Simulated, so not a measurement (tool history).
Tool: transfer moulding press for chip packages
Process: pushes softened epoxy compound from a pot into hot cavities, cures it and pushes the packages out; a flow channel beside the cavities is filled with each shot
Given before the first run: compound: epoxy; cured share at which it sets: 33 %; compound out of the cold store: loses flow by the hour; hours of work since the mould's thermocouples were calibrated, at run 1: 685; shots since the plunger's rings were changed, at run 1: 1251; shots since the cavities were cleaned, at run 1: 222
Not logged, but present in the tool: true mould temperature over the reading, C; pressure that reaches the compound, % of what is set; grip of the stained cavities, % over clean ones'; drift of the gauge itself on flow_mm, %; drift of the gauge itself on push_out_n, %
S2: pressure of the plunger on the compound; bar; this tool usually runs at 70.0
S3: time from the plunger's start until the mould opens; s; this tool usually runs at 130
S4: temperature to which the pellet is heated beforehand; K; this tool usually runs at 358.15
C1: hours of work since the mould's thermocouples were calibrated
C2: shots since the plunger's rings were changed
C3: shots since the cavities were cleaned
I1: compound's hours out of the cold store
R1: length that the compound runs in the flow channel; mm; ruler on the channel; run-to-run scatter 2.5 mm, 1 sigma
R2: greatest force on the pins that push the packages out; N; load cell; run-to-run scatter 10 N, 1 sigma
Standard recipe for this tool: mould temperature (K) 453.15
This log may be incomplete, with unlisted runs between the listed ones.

Run 1, hour 0.0: usual settings; C1 685; C2 1251; C3 222; I1 38.4. Result: R1 511 mm, R2 496 N.
Run 2, hour 17.7: usual settings; C1 698; C2 1416; C3 387; I1 32.0. Result: R1 517 mm, R2 489 N.
Run 3, hour 34.0: usual settings; C1 709; C2 1568; C3 539; I1 45.6. Result: R1 502 mm, R2 464 N.
At hour 42.5: cavities cleaned with cleaning compound and waxed.
Run 4, hour 48.4: usual settings; C1 718; C2 1688; C3 54; I1 29.4. Result: R1 523 mm, R2 478 N.
Run 5, hour 64.2: usual settings but S4 366.15 K; C1 728; C2 1836; C3 202; I1 14.5. Result: R1 548 mm, R2 488 N.
Run 6, hour 90.8: usual settings but S4 366.15 K; C1 747; C2 2084; C3 450; I1 45.6. Result: R1 500 mm, R2 489 N.
Run 7, hour 104.0: usual settings but S4 366.15 K; C1 756; C2 2207; C3 573; I1 33.9. Result: R1 514 mm, R2 481 N.
At hour 107.7: cavities cleaned with cleaning compound and waxed.
Run 8, hour 127.1: usual settings but mould temperature (K) 456.15; C1 770; C2 2409; C3 181; I1 39.4. Result: R1 503 mm, R2 447 N.
Run 9, hour 149.3: usual settings but mould temperature (K) 456.15, S2 75.1 bar; C1 786; C2 2616; C3 388; I1 30.4. Result: R1 539 mm, R2 450 N.
Run 10, hour 161.2: usual settings but S4 350.15 K; C1 794; C2 2727; C3 499; I1 37.9. Result: R1 510 mm, R2 471 N.
At hour 173.9: cavities cleaned with cleaning compound and waxed.
Run 11, hour 188.1: usual settings but S2 60.3 bar, S4 350.15 K; C1 811; C2 2964; C3 133; I1 36.9. Result: R1 477 mm, R2 497 N.
Run 12, hour 211.8: usual settings but S2 60.3 bar, S4 350.15 K; C1 827; C2 3185; C3 354; I1 22.9. Result: R1 493 mm, R2 482 N.
Run 13, hour 225.1: usual settings but S2 60.3 bar, S4 350.15 K; C1 836; C2 3309; C3 478; I1 10.1. Result: R1 514 mm, R2 495 N.
At hour 240.2: cavities cleaned with cleaning compound and waxed.
Run 14, hour 246.3: usual settings but S2 60.3 bar, S4 350.15 K; C1 850; C2 3493; C3 57; I1 18.8. Result: R1 496 mm, R2 482 N.
At hour 268.3: mould's thermocouples calibrated.
Run 15, hour 276.9: usual settings but mould temperature (K) 449.15, S2 66.7 bar, S3 158 s, S4 364.15 K; C1 6; C2 3759; C3 323; I1 13.6. Result: R1 539 mm, R2 452 N.
Run 16, hour 303.8: usual settings but mould temperature (K) 458.15; C1 24; C2 4010; C3 574; I1 36.0. Result: R1 502 mm, R2 448 N.
At hour 307.0: cavities cleaned with cleaning compound and waxed.
Run 17, hour 326.2: usual settings but mould temperature (K) 458.15; C1 39; C2 4205; C3 179; I1 33.2. Result: R1 515 mm, R2 437 N.
Run 18, hour 347.5: usual settings but mould temperature (K) 458.15; C1 53; C2 4403; C3 377; I1 40.3. Result: R1 499 mm, R2 466 N.
At hour 373.6: cavities cleaned with cleaning compound and waxed.
Run 19, hour 376.8: usual settings but mould temperature (K) 459.15, S2 87.2 bar, S3 120 s; C1 72; C2 4662; C3 29; I1 41.7. Result: R1 555 mm, R2 441 N.
Run 20, hour 395.0: usual settings but mould temperature (K) 457.15, S3 151 s; C1 85; C2 4833; C3 200; I1 43.6. Result: R1 502 mm, R2 430 N.
At hour 407.7: plunger's sealing rings changed.
Run 21, hour 425.4: usual settings but S2 52.6 bar, S3 136 s, S4 361.15 K; C1 104; C2 166; C3 460; I1 11.3. Result: R1 479 mm, R2 465 N.
At hour 441.8: cavities cleaned with cleaning compound and waxed.
Run 22, hour 442.8: usual settings but mould temperature (K) 449.15, S2 52.6 bar, S3 136 s, S4 354.15 K; C1 115; C2 314; C3 10; I1 23.7. Result: R1 464 mm, R2 535 N.
Run 23, hour 464.5: usual settings but mould temperature (K) 449.15, S2 52.6 bar, S3 136 s, S4 354.15 K; C1 129; C2 516; C3 212; I1 25.2. Result: R1 462 mm, R2 509 N.
Run 24, hour 484.8: usual settings but mould temperature (K) 445.15, S2 52.6 bar, S3 136 s, S4 354.15 K; C1 143; C2 706; C3 402; I1 46.4. Result: R1 445 mm, R2 606 N.
Run 25, hour 497.8: usual settings but mould temperature (K) 445.15, S2 52.6 bar, S3 116 s, S4 354.15 K; C1 152; C2 827; C3 523; I1 30.0. Result: R1 463 mm, R2 884 N.
At hour 508.0: cavities cleaned with cleaning compound and waxed.
Run 26, hour 518.0: usual settings but S2 63.3 bar; C1 165; C2 1001; C3 93; I1 33.6. Result: R1 493 mm, R2 484 N.
Run 27, hour 539.3: usual settings but mould temperature (K) 448.15; C1 180; C2 1200; C3 292; I1 30.8. Result: R1 530 mm, R2 574 N.
Run 28, hour 568.9: usual settings but mould temperature (K) 448.15; C1 200; C2 1476; C3 568; I1 45.2. Result: R1 509 mm, R2 562 N.

Predict each of these 3 candidate next runs independently; none follows another, all start after run 28:
At hour 574.3: cavities cleaned with cleaning compound and waxed.
Run A, hour 582.3: usual settings but mould temperature (K) 448.15, S3 166 s; C1 208; C2 1587; C3 74; I1 47.2. Result: R1 ?, R2 ?.
At hour 574.3: cavities cleaned with cleaning compound and waxed.
Run B, hour 582.3: usual settings but mould temperature (K) 446.15; C1 208; C2 1587; C3 74; I1 15.1. Result: R1 ?, R2 ?.
At hour 574.3: cavities cleaned with cleaning compound and waxed.
Run C, hour 582.3: usual settings but mould temperature (K) 459.15; C1 208; C2 1587; C3 74; I1 31.4. Result: R1 ?, R2 ?.

run   R1   R2
  A  503  479
  B  555  671
  C  511  440
Without the tool's hidden state the same runs would have given:
run   R1   R2
  A  503  478
  B  555  670
  C  511  440

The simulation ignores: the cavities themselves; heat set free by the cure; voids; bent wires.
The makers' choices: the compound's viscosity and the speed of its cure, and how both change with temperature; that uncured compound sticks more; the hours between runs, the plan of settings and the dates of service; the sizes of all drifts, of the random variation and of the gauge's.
